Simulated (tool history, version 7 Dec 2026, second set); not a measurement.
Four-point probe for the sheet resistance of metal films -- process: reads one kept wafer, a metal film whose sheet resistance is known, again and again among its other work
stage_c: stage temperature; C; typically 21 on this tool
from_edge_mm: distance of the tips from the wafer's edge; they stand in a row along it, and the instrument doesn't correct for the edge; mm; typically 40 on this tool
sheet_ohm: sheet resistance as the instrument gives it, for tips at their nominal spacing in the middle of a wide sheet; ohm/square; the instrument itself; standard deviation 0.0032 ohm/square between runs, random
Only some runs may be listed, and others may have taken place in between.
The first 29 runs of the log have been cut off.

run,day,stage_c,from_edge_mm,sheet_ohm
30,111.646,20,4,16.294764
# day 113.029: new probe head fitted
31,115.483,29,4,16.555828
32,119.512,29,4,16.547326
33,124.262,19,46,15.746897
34,129.346,27,73,15.719318
35,133.171,24,7,15.982592
36,137.896,31,4,16.495527
37,142.883,31,4,16.484942
# day 145.133: stage's thermometer calibrated
38,147.338,28,46,15.711064
39,151.338,28,46,15.710506
40,156.800,28,46,15.693094
41,161.558,27,17,15.721691
42,165.712,29,17,15.709980
43,170.833,28,20,15.683364
44,176.338,22,3,17.019121

Forecast each of these 3 alternatives for the next run:
A,180.396,33,3,?
B,180.396,33,3,?
C,180.396,33,41,?

run,sheet_ohm
A,16.990189
B,16.989187
C,15.636523
Had the tool no hidden state, the same runs would have come out as:
run,sheet_ohm
A,17.166338
B,17.165325
C,15.799796

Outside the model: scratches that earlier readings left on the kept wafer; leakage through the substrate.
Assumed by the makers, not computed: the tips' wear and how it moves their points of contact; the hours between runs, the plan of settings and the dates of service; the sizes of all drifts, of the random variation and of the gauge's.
